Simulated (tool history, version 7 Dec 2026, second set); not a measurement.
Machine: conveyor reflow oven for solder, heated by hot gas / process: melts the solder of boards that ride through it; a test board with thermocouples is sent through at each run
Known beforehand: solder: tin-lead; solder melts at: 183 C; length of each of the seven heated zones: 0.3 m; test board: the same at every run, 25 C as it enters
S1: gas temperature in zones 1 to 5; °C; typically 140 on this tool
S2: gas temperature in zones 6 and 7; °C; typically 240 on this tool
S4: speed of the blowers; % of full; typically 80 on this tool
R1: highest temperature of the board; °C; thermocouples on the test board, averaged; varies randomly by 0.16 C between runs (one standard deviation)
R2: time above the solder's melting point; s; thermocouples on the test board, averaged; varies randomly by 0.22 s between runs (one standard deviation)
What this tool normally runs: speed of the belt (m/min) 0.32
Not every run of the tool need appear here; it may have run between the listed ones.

Run 1, day 0: usual settings. Result: R1 227.3 °C, R2 96.3 s.
Run 2, day 0.254: usual settings but S2 231 °C. Result: R1 219.5 °C, R2 89.4 s.
Run 3, day 0.692: usual settings but S2 231 °C. Result: R1 219.7 °C, R2 89.3 s.
Run 4, day 1.125: usual settings. Result: R1 227.5 °C, R2 96.8 s.
Run 5, day 1.442: usual settings but S4 53 % of full. Result: R1 223.3 °C, R2 92.2 s.
Run 6, day 1.904: usual settings but S4 53 % of full. Result: R1 223.6 °C, R2 92.3 s.
Run 7, day 2.108: usual settings but S4 53 % of full. Result: R1 223.4 °C, R2 91.9 s.
Run 8, day 2.358: usual settings but S4 50 % of full. Result: R1 222.6 °C, R2 91.6 s.
Run 9, day 2.638: usual settings but S4 50 % of full. Result: R1 222.6 °C, R2 91.4 s.
Run 10, day 2.933: usual settings. Result: R1 228 °C, R2 96.6 s.
Run 11, day 3.321: usual settings. Result: R1 227.7 °C, R2 96.8 s.
Run 12, day 3.742: usual settings but S1 127 °C. Result: R1 225.7 °C, R2 89 s.
Run 13, day 4.008: usual settings but S1 127 °C. Result: R1 225.5 °C, R2 89.1 s.
Run 14, day 4.396: usual settings but S1 153 °C, S2 232 °C. Result: R1 222.1 °C, R2 99.6 s.
Run 15, day 4.783: usual settings but S1 153 °C, S2 244 °C, speed of the belt (m/min) 0.274. Result: R1 236.5 °C, R2 128.4 s.
Run 16, day 5.242: usual settings but S1 153 °C, speed of the belt (m/min) 0.287. Result: R1 231.9 °C, R2 119.7 s.
Run 17, day 5.529: usual settings but S4 74 % of full. Result: R1 226.6 °C, R2 95.5 s.
Run 18, day 5.962: usual settings but speed of the belt (m/min) 0.313, S4 63 % of full. Result: R1 225.8 °C, R2 97.1 s.
Run 19, day 6.3: usual settings but S1 154 °C, S4 56 % of full. Result: R1 226.2 °C, R2 103.3 s.
Run 20, day 6.542: usual settings but S1 125 °C, S2 231 °C, speed of the belt (m/min) 0.281. Result: R1 220.7 °C, R2 97 s.
Run 21, day 6.925: usual settings but S1 139 °C, S2 237 °C. Result: R1 224.7 °C, R2 93.7 s.
Run 22, day 7.312: usual settings but S1 139 °C, S2 237 °C. Result: R1 224.6 °C, R2 93.8 s.
Run 23, day 7.554: usual settings but S1 144 °C, speed of the belt (m/min) 0.359, S4 57 % of full. Result: R1 220.5 °C, R2 81 s.
Run 24, day 7.758: usual settings but S1 150 °C, speed of the belt (m/min) 0.281, S4 57 % of full. Result: R1 229.5 °C, R2 118.2 s.

Results for each run, recomputed without the tool's hidden state and with each run's random variation untouched:
What the log doesn't record here: heat that the gas passes to the board, % of a clean oven's; belt's true speed, % of the reading; true gas temperature in zones 6 and 7 over the reading, C; drift of the gauge itself on peak_c, C; drift of the gauge itself on liquid_s, %.
run     R2
  1   95.9
  2     89
  3   88.9
  4   96.3
  5   91.7
  6   91.7
  7   91.3
  8     91
  9   90.8
 10   96.1
 11   96.3
 12   88.7
 13   88.9
 14   99.1
 15  127.4
 16  118.9
 17     95
 18   96.5
 19  102.6
 20   96.8
 21   93.3
 22   93.4
 23   80.7
 24  117.3
R1: within 0.2 °C of the measured result in every run.
